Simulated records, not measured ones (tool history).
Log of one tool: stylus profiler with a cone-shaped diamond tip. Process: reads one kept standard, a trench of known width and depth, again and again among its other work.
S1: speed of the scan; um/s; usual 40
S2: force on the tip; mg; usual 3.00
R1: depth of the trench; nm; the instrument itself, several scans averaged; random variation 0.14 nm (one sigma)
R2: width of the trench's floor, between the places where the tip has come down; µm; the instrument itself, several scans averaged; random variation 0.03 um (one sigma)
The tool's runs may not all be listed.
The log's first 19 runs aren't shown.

run 20 hour=740.8 | S1=40 S2=3.00 | R1=506.47 R2=27.18
run 21 hour=777.0 | S1=40 S2=3.00 | R1=506.46 R2=27.19
run 22 hour=817.8 | S1=40 S2=2.17 | R1=505.15 R2=27.13
run 23 hour=844.3 | S1=40 S2=3.35 | R1=506.91 R2=27.16
run 24 hour=887.6 | S1=40 S2=3.35 | R1=507.39 R2=27.16
run 25 hour=928.0 | S1=13 S2=1.89 | R1=504.73 R2=27.26
run 26 hour=985.0 | S1=11 S2=1.10 | R1=503.20 R2=27.29
run 27 hour=1042.0 | S1=11 S2=1.10 | R1=503.19 R2=27.28
run 28 hour=1079.6 | S1=11 S2=1.10 | R1=503.35 R2=27.22
run 29 hour=1117.7 | S1=11 S2=1.10 | R1=503.18 R2=27.29
run 30 hour=1153.6 | S1=11 S2=2.27 | R1=505.44 R2=27.30
run 31 hour=1207.9 | S1=11 S2=2.27 | R1=505.25 R2=27.28
run 32 hour=1252.9 | S1=11 S2=2.27 | R1=505.26 R2=27.28
run 33 hour=1305.7 | S1=11 S2=1.83 | R1=504.71 R2=27.28
run 34 hour=1355.1 | S1=40 S2=1.16 | R1=503.46 R2=27.08
run 35 hour=1411.8 | S1=40 S2=1.16 | R1=503.38 R2=27.15
run 36 hour=1465.1 | S1=52 S2=2.35 | R1=505.71 R2=27.10
run 37 hour=1505.6 | S1=52 S2=2.35 | R1=505.55 R2=27.07
run 38 hour=1548.5 | S1=40 S2=2.05 | R1=505.06 R2=27.18
run 39 hour=1595.0 | S1=40 S2=5.01 | R1=509.45 R2=27.15

4 ways to go on from here, each from the tool as it stands after run 39. What would each give?
run A hour=1633.2 | S1=54 S2=2.65 | R1=? R2=?
run B hour=1633.2 | S1=17 S2=8.55 | R1=? R2=?
run C hour=1633.2 | S1=34 S2=3.72 | R1=? R2=?
run D hour=1633.2 | S1=35 S2=1.87 | R1=? R2=?

run=A R1=505.72 R2=27.06
run=B R1=513.39 R2=27.30
run=C R1=507.39 R2=27.20
run=D R1=504.71 R2=27.14
Without the tool's hidden state the same runs would have given:
run=A R1=505.74 R2=27.07
run=B R1=513.41 R2=27.31
run=C R1=507.41 R2=27.21
run=D R1=504.73 R2=27.14
